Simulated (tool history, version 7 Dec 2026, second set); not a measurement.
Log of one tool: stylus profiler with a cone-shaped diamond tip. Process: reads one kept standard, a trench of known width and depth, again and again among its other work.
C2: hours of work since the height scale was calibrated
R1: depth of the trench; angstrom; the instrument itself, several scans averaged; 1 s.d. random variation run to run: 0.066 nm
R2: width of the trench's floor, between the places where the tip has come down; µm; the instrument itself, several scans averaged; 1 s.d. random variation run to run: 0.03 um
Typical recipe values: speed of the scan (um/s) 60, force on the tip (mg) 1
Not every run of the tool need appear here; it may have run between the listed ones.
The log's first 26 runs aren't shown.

Run 27, hour 1623.1: usual settings but speed of the scan (um/s) 22; scans with this tip 7381; C2 591. Result: R1 2007.1 angstrom, R2 47.21 µm.
Run 28, hour 1668.9: usual settings but speed of the scan (um/s) 22, force on the tip (mg) 1.34; scans with this tip 7792; C2 624. Result: R1 2009.6 angstrom, R2 47.2 µm.
Run 29, hour 1717.8: usual settings but speed of the scan (um/s) 27, force on the tip (mg) 0.46; scans with this tip 8231; C2 660. Result: R1 2003.7 angstrom, R2 46.99 µm.
Run 30, hour 1759.2: usual settings but speed of the scan (um/s) 27, force on the tip (mg) 0.46; scans with this tip 8603; C2 689. Result: R1 2003 angstrom, R2 46.94 µm.
Run 31, hour 1850.8: usual settings but speed of the scan (um/s) 145, force on the tip (mg) 0.56; scans with this tip 9425; C2 755. Result: R1 2003.6 angstrom, R2 45.55 µm.
Run 32, hour 1925.2: usual settings but speed of the scan (um/s) 54, force on the tip (mg) 0.33; scans with this tip 10092; C2 809. Result: R1 2000.2 angstrom, R2 46.35 µm.
Run 33, hour 2016.6: usual settings but speed of the scan (um/s) 188; scans with this tip 10913; C2 874. Result: R1 2006.1 angstrom, R2 45.48 µm.
Run 34, hour 2079.5: usual settings but speed of the scan (um/s) 236; scans with this tip 11478; C2 920. Result: R1 2005 angstrom, R2 44.99 µm.
Run 35, hour 2134.7: usual settings but speed of the scan (um/s) 236; scans with this tip 11974; C2 959. Result: R1 2005.5 angstrom, R2 44.93 µm.
At hour 2191.8: new tip fitted, height scale calibrated.
Run 36, hour 2191.8: usual settings but speed of the scan (um/s) 20, force on the tip (mg) 1.26; scans with this tip 0; C2 0. Result: R1 2011.9 angstrom, R2 47.95 µm.
Run 37, hour 2267.9: usual settings but speed of the scan (um/s) 45, force on the tip (mg) 2.34; scans with this tip 683; C2 55. Result: R1 2017 angstrom, R2 47.79 µm.
Run 38, hour 2332.7: usual settings but speed of the scan (um/s) 47, force on the tip (mg) 0.47; scans with this tip 1265; C2 101. Result: R1 2005.5 angstrom, R2 47.37 µm.
Run 39, hour 2390.5: usual settings but speed of the scan (um/s) 47, force on the tip (mg) 0.54; scans with this tip 1784; C2 143. Result: R1 2004.4 angstrom, R2 47.32 µm.
Run 40, hour 2437.1: usual settings but speed of the scan (um/s) 204, force on the tip (mg) 1.14; scans with this tip 2202; C2 176. Result: R1 2010.1 angstrom, R2 46.14 µm.
Run 41, hour 2474.7: usual settings but speed of the scan (um/s) 18, force on the tip (mg) 1.76; scans with this tip 2539; C2 203. Result: R1 2014.4 angstrom, R2 47.69 µm.
Run 42, hour 2556.2: usual settings but speed of the scan (um/s) 23, force on the tip (mg) 0.51; scans with this tip 3271; C2 262. Result: R1 2005.1 angstrom, R2 47.45 µm.
Run 43, hour 2601.3: usual settings but speed of the scan (um/s) 24, force on the tip (mg) 2.56; scans with this tip 3675; C2 295. Result: R1 2018.1 angstrom, R2 47.61 µm.
Run 44, hour 2647.5: usual settings but force on the tip (mg) 1.52; scans with this tip 4090; C2 328. Result: R1 2012.8 angstrom, R2 47.21 µm.
Run 45, hour 2707.8: usual settings but speed of the scan (um/s) 22, force on the tip (mg) 2; scans with this tip 4632; C2 371. Result: R1 2014.4 angstrom, R2 47.5 µm.
Run 46, hour 2801: usual settings but speed of the scan (um/s) 22, force on the tip (mg) 2; scans with this tip 5468; C2 438. Result: R1 2013.1 angstrom, R2 47.44 µm.

4 ways to go on from here, each from the tool as it stands after run 46. What would each give?
Run A, hour 2853.1: usual settings but force on the tip (mg) 0.48; scans with this tip 5936; C2 476. Result: R1 ?, R2 ?.
Run B, hour 2853.1: usual settings but force on the tip (mg) 0.34; scans with this tip 5936; C2 476. Result: R1 ?, R2 ?.
Run C, hour 2853.1: usual settings but speed of the scan (um/s) 21; scans with this tip 5936; C2 476. Result: R1 ?, R2 ?.
Run D, hour 2853.1: usual settings but speed of the scan (um/s) 84, force on the tip (mg) 0.69; scans with this tip 5936; C2 476. Result: R1 ?, R2 ?.

run      R1     R2
  A  2002.4  46.69
  B  2002.2  46.57
  C  2007.7  47.32
  D  2004.9  46.59
The same runs, with their run-to-run variation unchanged, on a tool lacking any hidden condition would have given:
run      R1     R2
  A  2006.1  47.21
  B  2005.8  47.08
  C  2011.3  47.83
  D  2008.5   47.1

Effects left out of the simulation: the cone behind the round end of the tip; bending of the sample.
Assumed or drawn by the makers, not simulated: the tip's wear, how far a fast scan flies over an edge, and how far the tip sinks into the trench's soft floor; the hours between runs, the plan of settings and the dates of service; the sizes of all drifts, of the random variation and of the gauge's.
